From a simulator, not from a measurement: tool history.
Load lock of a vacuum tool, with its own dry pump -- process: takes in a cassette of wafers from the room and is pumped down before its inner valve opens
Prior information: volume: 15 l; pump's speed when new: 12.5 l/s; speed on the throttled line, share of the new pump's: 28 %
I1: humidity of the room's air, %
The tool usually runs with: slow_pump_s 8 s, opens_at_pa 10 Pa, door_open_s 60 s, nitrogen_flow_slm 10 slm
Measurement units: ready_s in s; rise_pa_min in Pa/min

run 1 hour=0 | slow_pump_s=8 opens_at_pa=10 door_open_s=60 nitrogen_flow_slm=10 | I1=45.3 | ready_s=18.3 rise_pa_min=0.276
run 2 hour=320.5 | slow_pump_s=8 opens_at_pa=10 door_open_s=60 nitrogen_flow_slm=10 | I1=45.2 | ready_s=18.6 rise_pa_min=0.307
run 3 hour=624.1 | slow_pump_s=8 opens_at_pa=10 door_open_s=60 nitrogen_flow_slm=10 | I1=42.5 | ready_s=18.6 rise_pa_min=0.335
run 4 hour=908.4 | slow_pump_s=8 opens_at_pa=10 door_open_s=60 nitrogen_flow_slm=10 | I1=43.8 | ready_s=18.7 rise_pa_min=0.381
run 5 hour=1219.8 | slow_pump_s=8 opens_at_pa=10 door_open_s=60 nitrogen_flow_slm=10 | I1=44.6 | ready_s=19.1 rise_pa_min=0.415
run 6 hour=1435 | slow_pump_s=8 opens_at_pa=10 door_open_s=49 nitrogen_flow_slm=10 | I1=42.8 | ready_s=18.8 rise_pa_min=0.443
run 7 hour=1744.2 | slow_pump_s=8 opens_at_pa=10 door_open_s=60 nitrogen_flow_slm=10 | I1=48.3 | ready_s=19.1 rise_pa_min=0.497
run 8 hour=2036.3 | slow_pump_s=8 opens_at_pa=10 door_open_s=60 nitrogen_flow_slm=10 | I1=46.1 | ready_s=19 rise_pa_min=0.543
run 9 hour=2241.3 | slow_pump_s=8 opens_at_pa=13 door_open_s=60 nitrogen_flow_slm=10 | I1=43.6 | ready_s=18.6 rise_pa_min=0.56
run 10 hour=2407.3 | slow_pump_s=8 opens_at_pa=13 door_open_s=60 nitrogen_flow_slm=10 | I1=43 | ready_s=18.6 rise_pa_min=0.601
run 11 hour=2596.6 | slow_pump_s=8 opens_at_pa=13 door_open_s=60 nitrogen_flow_slm=10 | I1=42.3 | ready_s=18.5 rise_pa_min=0.63
run 12 hour=2805.1 | slow_pump_s=8 opens_at_pa=13 door_open_s=60 nitrogen_flow_slm=10 | I1=42.4 | ready_s=18.7 rise_pa_min=0.652
-- hour=2894.4 door's seal changed, seat wiped
run 13 hour=2970.7 | slow_pump_s=8 opens_at_pa=10 door_open_s=60 nitrogen_flow_slm=10 | I1=43.5 | ready_s=19.3 rise_pa_min=0.065
run 14 hour=3162 | slow_pump_s=8 opens_at_pa=10 door_open_s=60 nitrogen_flow_slm=10 | I1=43 | ready_s=19.3 rise_pa_min=0.067
run 15 hour=3457.3 | slow_pump_s=8 opens_at_pa=10 door_open_s=60 nitrogen_flow_slm=10 | I1=40.6 | ready_s=19.4 rise_pa_min=0.077
run 16 hour=3779.2 | slow_pump_s=8 opens_at_pa=10 door_open_s=60 nitrogen_flow_slm=10 | I1=46.1 | ready_s=19.6 rise_pa_min=0.097
run 17 hour=3939.6 | slow_pump_s=8 opens_at_pa=10 door_open_s=60 nitrogen_flow_slm=10 | I1=48.8 | ready_s=19.6 rise_pa_min=0.116
run 18 hour=4153.2 | slow_pump_s=8 opens_at_pa=10 door_open_s=60 nitrogen_flow_slm=10 | I1=44.3 | ready_s=19.6 rise_pa_min=0.116
run 19 hour=4463.8 | slow_pump_s=8 opens_at_pa=10 door_open_s=60 nitrogen_flow_slm=10 | I1=46 | ready_s=19.7 rise_pa_min=0.141
run 20 hour=4684.4 | slow_pump_s=16 opens_at_pa=10 door_open_s=60 nitrogen_flow_slm=10 | I1=46.9 | ready_s=24.9 rise_pa_min=0.171
run 21 hour=4900.9 | slow_pump_s=13 opens_at_pa=10 door_open_s=78 nitrogen_flow_slm=10 | I1=40.8 | ready_s=23.1 rise_pa_min=0.18
run 22 hour=5234.4 | slow_pump_s=7 opens_at_pa=10 door_open_s=187 nitrogen_flow_slm=10 | I1=47.3 | ready_s=19.3 rise_pa_min=0.263
run 23 hour=5448.5 | slow_pump_s=8 opens_at_pa=15 door_open_s=60 nitrogen_flow_slm=8 | I1=46.9 | ready_s=19.4 rise_pa_min=0.227
-- hour=5768.9 dry pump taken out, an overhauled one fitted
run 24 hour=5795.5 | slow_pump_s=6 opens_at_pa=15 door_open_s=60 nitrogen_flow_slm=8 | I1=48.5 | ready_s=14.6 rise_pa_min=0.26
run 25 hour=6068.1 | slow_pump_s=6 opens_at_pa=15 door_open_s=60 nitrogen_flow_slm=8 | I1=42 | ready_s=14.9 rise_pa_min=0.3
run 26 hour=6315 | slow_pump_s=5 opens_at_pa=10 door_open_s=60 nitrogen_flow_slm=45 | I1=46.2 | ready_s=14.7 rise_pa_min=0.31
run 27 hour=6638.9 | slow_pump_s=13 opens_at_pa=14 door_open_s=60 nitrogen_flow_slm=5 | I1=43.1 | ready_s=20.1 rise_pa_min=0.38
run 28 hour=6874.1 | slow_pump_s=13 opens_at_pa=14 door_open_s=60 nitrogen_flow_slm=5 | I1=43.6 | ready_s=20 rise_pa_min=0.402
run 29 hour=7055.5 | slow_pump_s=8 opens_at_pa=10 door_open_s=29 nitrogen_flow_slm=10 | I1=43.5 | ready_s=17 rise_pa_min=0.41
run 30 hour=7366.8 | slow_pump_s=8 opens_at_pa=10 door_open_s=62 nitrogen_flow_slm=13 | I1=44.4 | ready_s=16.8 rise_pa_min=0.469
run 31 hour=7670 | slow_pump_s=8 opens_at_pa=10 door_open_s=28 nitrogen_flow_slm=8 | I1=42.5 | ready_s=16.9 rise_pa_min=0.502
run 32 hour=7977.5 | slow_pump_s=8 opens_at_pa=12 door_open_s=60 nitrogen_flow_slm=10 | I1=48.4 | ready_s=16.7 rise_pa_min=0.583
run 33 hour=8318.8 | slow_pump_s=8 opens_at_pa=9 door_open_s=60 nitrogen_flow_slm=24 | I1=44.8 | ready_s=17.3 rise_pa_min=0.624
run 34 hour=8509.1 | slow_pump_s=8 opens_at_pa=9 door_open_s=60 nitrogen_flow_slm=24 | I1=41.9 | ready_s=17.3 rise_pa_min=0.661
-- hour=8746.9 door's seal changed, seat wiped
run 35 hour=8765.5 | slow_pump_s=11 opens_at_pa=10 door_open_s=60 nitrogen_flow_slm=16 | I1=46.2 | ready_s=19.3 rise_pa_min=0.056

Here are 3 independent what-if runs from the current tool condition. What would each one return?
run A hour=9110.4 | slow_pump_s=8 opens_at_pa=11 door_open_s=35 nitrogen_flow_slm=10 | I1=44.7 | ready_s=? rise_pa_min=?
run B hour=9110.4 | slow_pump_s=8 opens_at_pa=13 door_open_s=82 nitrogen_flow_slm=6 | I1=43.1 | ready_s=? rise_pa_min=?
run C hour=9110.4 | slow_pump_s=7 opens_at_pa=10 door_open_s=60 nitrogen_flow_slm=13 | I1=47.7 | ready_s=? rise_pa_min=?

run=A ready_s=17.3 rise_pa_min=0.061
run=B ready_s=17 rise_pa_min=0.09
run=C ready_s=16.7 rise_pa_min=0.076
Stripped of hidden state, with their random variation kept, the same runs would have yielded:
run=A ready_s=17 rise_pa_min=0.045
run=B ready_s=16.6 rise_pa_min=0.074
run=C ready_s=16.4 rise_pa_min=0.06

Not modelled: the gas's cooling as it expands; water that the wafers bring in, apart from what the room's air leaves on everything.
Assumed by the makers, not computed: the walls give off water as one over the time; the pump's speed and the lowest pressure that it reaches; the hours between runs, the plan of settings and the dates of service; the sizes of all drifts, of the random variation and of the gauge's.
